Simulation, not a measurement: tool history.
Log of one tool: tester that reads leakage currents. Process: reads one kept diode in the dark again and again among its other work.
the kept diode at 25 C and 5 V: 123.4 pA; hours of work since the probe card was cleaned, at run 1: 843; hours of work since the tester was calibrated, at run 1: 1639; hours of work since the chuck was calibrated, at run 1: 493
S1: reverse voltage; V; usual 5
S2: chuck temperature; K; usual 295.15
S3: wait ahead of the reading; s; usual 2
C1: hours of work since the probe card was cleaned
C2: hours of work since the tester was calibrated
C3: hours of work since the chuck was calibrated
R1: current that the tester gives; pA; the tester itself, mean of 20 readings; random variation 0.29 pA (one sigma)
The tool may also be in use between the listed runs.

run	day	S1	S2	S3	C1	C2	C3	R1
1	0	5	295.15	2	843	1639	493	90.15
2	0.604	5	295.15	2	852	1648	502	90.41
3	2.021	5	295.15	2	874	1670	523	89.8
4	3.392	5	295.15	2	895	1691	544	89.37
5	4.667	5	295.15	2	914	1710	564	89.08
6	5.471	5	295.15	0.38	926	1723	576	91.7
7	6.892	5	295.15	0.38	948	1744	598	91.71
8	7.821	5	295.15	0.38	962	1758	612	90.86
9	8.542	5	295.15	2	973	1769	623	88.9
10	9.483	5	295.15	2	987	1784	637	88.2
# day 9.667: probe card cleaned and baked
11	10.462	5	295.15	2	12	1797	650	90.03
12	11.504	5	302.15	2	28	1813	666	157.3
13	12.367	1.69	320.15	7.25	41	1826	679	433.76

The next listed run, before its measurement:
14	13.088	6.17	312.15	6.85	52	1837	690	?

R1: 360.1 pA
Without the tool's hidden state the same run would have given R1 398.37 pA.
